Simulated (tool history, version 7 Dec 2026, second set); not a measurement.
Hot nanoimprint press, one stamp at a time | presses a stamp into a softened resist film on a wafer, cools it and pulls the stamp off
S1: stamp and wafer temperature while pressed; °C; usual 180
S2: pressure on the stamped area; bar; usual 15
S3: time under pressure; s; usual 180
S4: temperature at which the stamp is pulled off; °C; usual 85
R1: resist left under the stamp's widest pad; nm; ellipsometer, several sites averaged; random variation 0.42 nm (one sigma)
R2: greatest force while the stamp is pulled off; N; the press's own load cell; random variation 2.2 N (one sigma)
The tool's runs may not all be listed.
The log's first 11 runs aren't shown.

run     day   S1    S2   S3  S4     R1   R2
 12   5.479  180    15  180  89  134.3  131
 13   6.058  180    15  180  89  133.4  133
 14   6.579  180    15  180  89    134  140
 15   7.021  180    15  180  89    134  143
 16     7.4  180    15  121  79  154.3  160
 17   8.146  180    15  121  79  154.4  159
 18   8.729  180  12.2  180  85  148.3  145
 19    9.05  180  13.7  317  85  113.7  149
      9.525  -- plate thermocouple calibrated
      9.775  -- stamp cleaned and given a new release coat
 20   9.879  182  19.1  153  72  111.1  116
 21  10.621  182  15.1   94  88    149   94
 22   11.25  182  15.1   94  88  149.4   93
 23  11.733  186  19.3   91  81    115  100
 24  12.108  181  12.9  180  85  132.4   96
 25   12.55  177  19.9  180  85  128.2  100
 26  13.275  183    15  179  85    113  102
 27  13.938  186  23.2  180  85   79.5  102
 28  14.588  184   9.5  180  85  135.9  104
 29  15.054  180    15  180  73  129.4  121
 30  15.758  176  12.5  192  88  161.9  104

3 ways to go on from here, each from the tool as it stands after run 30. What would each give?
  A  16.508  176  10.9  122  88   ?   ?
  B  16.508  180    15  180  87   ?   ?
  C  16.508  189    15  180  93   ?   ?

run     R1   R2
  A  194.7  101
  B  129.8  105
  C   88.7   89
Without the tool's hidden state the same runs would have given:
run     R1  R2
  A  194.6  91
  B  129.5  94
  C   88.5  81
